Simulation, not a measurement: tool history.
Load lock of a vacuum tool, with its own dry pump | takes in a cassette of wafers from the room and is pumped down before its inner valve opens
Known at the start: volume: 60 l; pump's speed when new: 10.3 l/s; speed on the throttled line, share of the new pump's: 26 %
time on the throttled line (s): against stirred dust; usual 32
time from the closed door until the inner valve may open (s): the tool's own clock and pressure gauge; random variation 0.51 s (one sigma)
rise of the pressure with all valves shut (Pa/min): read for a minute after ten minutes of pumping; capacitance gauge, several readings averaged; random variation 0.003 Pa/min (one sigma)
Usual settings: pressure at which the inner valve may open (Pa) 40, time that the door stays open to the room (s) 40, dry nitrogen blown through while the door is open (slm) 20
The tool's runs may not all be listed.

run      day  time on the throttled line (s)  pressure at which the inner valve may open (Pa)  time that the door stays open to the room (s)  dry nitrogen blown through while the door is open (slm)  incoming humidity of the room's air, %  time from the closed door until the inner valve may open (s)  rise of the pressure with all valves shut (Pa/min)
  1        0                              32                                               40                                             40                                                       20                                    45.7                                                            71                                               0.684
  2   16.733                              32                                               40                                             40                                                       20                                    44.4                                                          71.3                                               0.705
  3   29.771                              32                                               40                                             40                                                       33                                    44.5                                                          71.5                                               0.715
  4   44.788                              32                                               40                                             40                                                       33                                    43.7                                                          72.5                                               0.749
      46.083  -- door's seal changed, seat wiped
  5   62.333                              32                                               40                                             40                                                       33                                    46.2                                                          72.1                                               0.013
  6   75.154                              32                                               40                                             40                                                       20                                    44.4                                                          72.5                                               0.024
  7   87.833                              32                                               73                                             40                                                       20                                    43.5                                                          67.9                                               0.029
  8   98.029                              32                                               40                                             40                                                       20                                    42.8                                                            72                                               0.034
  9  107.225                              32                                               40                                             40                                                       20                                    43.9                                                          72.5                                                0.03
 10  121.188                              32                                               40                                             40                                                       20                                    48.5                                                          72.3                                               0.045
 11  134.658                              32                                               33                                             40                                                       20                                    45.4                                                          73.2                                               0.049
 12      144                              32                                               40                                             40                                                       20                                    42.2                                                          73.4                                               0.049
 13  155.758                              32                                               40                                             40                                                       20                                    46.9                                                          74.8                                               0.056
 14  166.988                              26                                               40                                             40                                                       20                                    46.6                                                          69.4                                               0.063
 15  175.538                              26                                               40                                             40                                                       20                                    45.9                                                          70.1                                                0.07
 16  193.775                              26                                               40                                             40                                                       20                                    43.4                                                          69.7                                               0.079

Forecast run 17:
 17  210.829                              26                                               32                                            240                                                       20                                    45.4                                                             ?                                                   ?

time from the closed door until the inner valve may open (s): 72.6
rise of the pressure with all valves shut (Pa/min): 0.091
Without the tool's hidden state the same run would have given time from the closed door until the inner valve may open (s) 67, rise of the pressure with all valves shut (Pa/min) 0.018.

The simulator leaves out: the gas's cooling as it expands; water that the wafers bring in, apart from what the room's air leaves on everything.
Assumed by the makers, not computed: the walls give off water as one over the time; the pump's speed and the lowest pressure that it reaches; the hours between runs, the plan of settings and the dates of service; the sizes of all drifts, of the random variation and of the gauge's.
